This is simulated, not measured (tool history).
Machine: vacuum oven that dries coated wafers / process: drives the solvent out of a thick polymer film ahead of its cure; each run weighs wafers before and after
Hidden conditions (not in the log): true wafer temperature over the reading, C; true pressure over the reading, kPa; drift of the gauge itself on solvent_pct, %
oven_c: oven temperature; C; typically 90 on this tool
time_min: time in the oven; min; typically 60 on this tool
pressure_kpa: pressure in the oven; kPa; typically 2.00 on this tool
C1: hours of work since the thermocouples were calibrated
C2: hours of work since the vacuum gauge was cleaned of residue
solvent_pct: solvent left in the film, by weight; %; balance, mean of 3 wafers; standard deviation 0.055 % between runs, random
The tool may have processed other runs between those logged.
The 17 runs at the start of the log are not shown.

{"run": 18, "hour": 614.6, "oven_c": 90, "time_min": 39, "pressure_kpa": 2.0, "C1": 610, "C2": 640, "solvent_pct": 2.95}
{"run": 19, "hour": 642.9, "oven_c": 100, "time_min": 60, "pressure_kpa": 2.0, "C1": 627, "C2": 657, "solvent_pct": 1.31}
{"run": 20, "hour": 674.7, "oven_c": 100, "time_min": 60, "pressure_kpa": 2.0, "C1": 646, "C2": 676, "solvent_pct": 1.44}
{"run": 21, "hour": 699.2, "oven_c": 100, "time_min": 36, "pressure_kpa": 2.0, "C1": 660, "C2": 690, "solvent_pct": 1.64}
{"run": 22, "hour": 733.5, "oven_c": 83, "time_min": 57, "pressure_kpa": 2.0, "C1": 680, "C2": 710, "solvent_pct": 3.45}
{"run": 23, "hour": 764.1, "oven_c": 91, "time_min": 50, "pressure_kpa": 2.0, "C1": 698, "C2": 728, "solvent_pct": 2.3}
{"run": 24, "hour": 815.6, "oven_c": 101, "time_min": 60, "pressure_kpa": 1.51, "C1": 729, "C2": 759, "solvent_pct": 0.94}
{"run": 25, "hour": 849.2, "oven_c": 84, "time_min": 60, "pressure_kpa": 3.09, "C1": 749, "C2": 779, "solvent_pct": 4.34}
{"run": 26, "hour": 880.1, "oven_c": 100, "time_min": 98, "pressure_kpa": 3.69, "C1": 767, "C2": 797, "solvent_pct": 2.35}
{"run": 27, "hour": 916.5, "oven_c": 100, "time_min": 98, "pressure_kpa": 3.69, "C1": 788, "C2": 818, "solvent_pct": 2.31}
{"run": 28, "hour": 954.0, "oven_c": 88, "time_min": 37, "pressure_kpa": 6.07, "C1": 811, "C2": 840, "solvent_pct": 6.58}
{"run": 29, "hour": 1003.1, "oven_c": 86, "time_min": 60, "pressure_kpa": 5.42, "C1": 840, "C2": 869, "solvent_pct": 5.88}
{"run": 30, "hour": 1040.1, "oven_c": 86, "time_min": 60, "pressure_kpa": 5.42, "C1": 861, "C2": 891, "solvent_pct": 5.97}
{"run": 31, "hour": 1075.4, "oven_c": 80, "time_min": 53, "pressure_kpa": 2.0, "C1": 882, "C2": 912, "solvent_pct": 4.27}
{"run": 32, "hour": 1121.9, "oven_c": 90, "time_min": 36, "pressure_kpa": 1.79, "C1": 910, "C2": 940, "solvent_pct": 2.92}
{"run": 33, "hour": 1160.1, "oven_c": 87, "time_min": 40, "pressure_kpa": 1.88, "C1": 932, "C2": 962, "solvent_pct": 3.29}
{"run": 34, "hour": 1194.2, "oven_c": 77, "time_min": 36, "pressure_kpa": 1.49, "C1": 952, "C2": 982, "solvent_pct": 5.71}
{"run": 35, "hour": 1219.0, "oven_c": 101, "time_min": 32, "pressure_kpa": 2.14, "C1": 967, "C2": 997, "solvent_pct": 1.8}
{"run": 36, "hour": 1264.9, "oven_c": 101, "time_min": 32, "pressure_kpa": 2.14, "C1": 994, "C2": 1024, "solvent_pct": 1.76}
{"run": 37, "hour": 1289.4, "oven_c": 101, "time_min": 60, "pressure_kpa": 1.13, "C1": 1008, "C2": 1038, "solvent_pct": 0.88}

4 ways to go on from here, each from the tool as it stands after run 37. What would each give?
{"run": "A", "hour": 1339.8, "oven_c": 97, "time_min": 32, "pressure_kpa": 1.13, "C1": 1038, "C2": 1068, "solvent_pct": "?"}
{"run": "B", "hour": 1339.8, "oven_c": 96, "time_min": 107, "pressure_kpa": 3.85, "C1": 1038, "C2": 1068, "solvent_pct": "?"}
{"run": "C", "hour": 1339.8, "oven_c": 101, "time_min": 69, "pressure_kpa": 6.65, "C1": 1038, "C2": 1068, "solvent_pct": "?"}
{"run": "D", "hour": 1339.8, "oven_c": 88, "time_min": 41, "pressure_kpa": 1.1, "C1": 1038, "C2": 1068, "solvent_pct": "?"}

run=A solvent_pct=1.70
run=B solvent_pct=2.75
run=C solvent_pct=3.85
run=D solvent_pct=2.51
With no hidden state in the tool, these same runs would have given:
run=A solvent_pct=1.78
run=B solvent_pct=2.72
run=C solvent_pct=3.97
run=D solvent_pct=2.61

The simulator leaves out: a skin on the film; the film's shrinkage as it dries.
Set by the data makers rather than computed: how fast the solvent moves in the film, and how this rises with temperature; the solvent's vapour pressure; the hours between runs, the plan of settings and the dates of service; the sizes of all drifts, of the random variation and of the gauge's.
